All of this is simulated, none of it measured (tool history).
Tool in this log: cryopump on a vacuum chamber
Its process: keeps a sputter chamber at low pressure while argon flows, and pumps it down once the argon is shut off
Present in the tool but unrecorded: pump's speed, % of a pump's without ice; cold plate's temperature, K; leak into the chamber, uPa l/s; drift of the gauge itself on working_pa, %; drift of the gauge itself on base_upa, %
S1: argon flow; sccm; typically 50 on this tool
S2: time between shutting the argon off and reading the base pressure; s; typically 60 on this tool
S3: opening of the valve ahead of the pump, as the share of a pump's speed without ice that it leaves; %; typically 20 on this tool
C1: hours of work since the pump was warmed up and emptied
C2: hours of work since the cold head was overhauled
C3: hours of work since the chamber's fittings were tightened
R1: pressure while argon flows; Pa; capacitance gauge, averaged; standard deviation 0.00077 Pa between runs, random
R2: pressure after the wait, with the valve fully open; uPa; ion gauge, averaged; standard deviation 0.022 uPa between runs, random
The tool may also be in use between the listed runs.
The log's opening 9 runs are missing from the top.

Run 10, hour 224.9: usual settings; C1 710; C2 710; C3 1325. Result: R1 0.2308 Pa, R2 1.85 uPa.
Run 11, hour 257.7: usual settings; C1 730; C2 730; C3 1346. Result: R1 0.2307 Pa, R2 1.9 uPa.
Run 12, hour 289.2: usual settings; C1 750; C2 750; C3 1366. Result: R1 0.2317 Pa, R2 1.88 uPa.
Run 13, hour 312.6: usual settings; C1 765; C2 765; C3 1380. Result: R1 0.2322 Pa, R2 1.94 uPa.
Run 14, hour 330.1: usual settings but S2 58 s; C1 776; C2 776; C3 1391. Result: R1 0.2321 Pa, R2 1.95 uPa.
Run 15, hour 351.7: usual settings but S2 20 s; C1 789; C2 789; C3 1405. Result: R1 0.2309 Pa, R2 2.96 uPa.
Run 16, hour 382.8: usual settings but S2 20 s; C1 809; C2 809; C3 1424. Result: R1 0.2316 Pa, R2 2.97 uPa.
Run 17, hour 408.9: usual settings but S2 20 s; C1 825; C2 825; C3 1441. Result: R1 0.2306 Pa, R2 2.97 uPa.
Run 18, hour 444.2: usual settings but S2 20 s; C1 847; C2 847; C3 1463. Result: R1 0.2324 Pa, R2 3.08 uPa.
Run 19, hour 476: usual settings but S2 166 s; C1 867; C2 867; C3 1483. Result: R1 0.2332 Pa, R2 1.73 uPa.

What will run 20 give?
Run 20, hour 498.3: usual settings but S2 166 s; C1 881; C2 881; C3 1497. Result: R1 ?, R2 ?.

{"run 20": {"R1": 0.2326, "R2": 1.82}}
On a tool with no hidden condition, and with the same random variation, this run would have come out at R1 0.2248 Pa, R2 0.38 uPa.
